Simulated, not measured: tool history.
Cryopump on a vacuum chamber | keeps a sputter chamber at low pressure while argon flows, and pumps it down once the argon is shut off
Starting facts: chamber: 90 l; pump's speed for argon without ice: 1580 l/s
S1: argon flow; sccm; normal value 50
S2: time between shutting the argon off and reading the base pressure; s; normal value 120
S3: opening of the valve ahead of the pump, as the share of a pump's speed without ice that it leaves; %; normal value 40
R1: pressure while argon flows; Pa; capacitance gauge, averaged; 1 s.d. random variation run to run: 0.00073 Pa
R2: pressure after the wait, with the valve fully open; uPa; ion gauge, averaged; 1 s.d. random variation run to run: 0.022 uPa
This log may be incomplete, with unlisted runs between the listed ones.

run,day,S1,S2,S3,R1,R2
1,0,50,120,40,0.1355,1.44
2,2.254,50,120,21,0.256,1.46
3,5.175,33,120,21,0.1706,1.49
4,7.15,33,120,21,0.17,1.55
5,10.771,33,120,53,0.0707,1.55
6,13.117,33,120,53,0.0712,1.57
7,16.588,33,120,53,0.0706,1.65
8,19.554,33,120,53,0.0717,1.64
9,23.217,63,27,24,0.2926,3.07
10,26.767,53,122,40,0.1536,1.83

5 options for the next run, each taken on its own from the tool as it stands now. Forecast them:
A,29.925,31,163,55,?,?
B,29.925,65,31,26,?,?
C,29.925,79,31,27,?,?
D,29.925,74,120,18,?,?
E,29.925,53,244,40,?,?

run,R1,R2
A,0.0688,1.71
B,0.2828,2.93
C,0.3325,2.98
D,0.4558,1.85
E,0.1548,1.62
The same runs, with their run-to-run variation unchanged, on a tool lacking any hidden condition would have given:
run,R1,R2
A,0.0607,0.45
B,0.266,1.71
C,0.3119,1.71
D,0.4367,0.59
E,0.1411,0.38
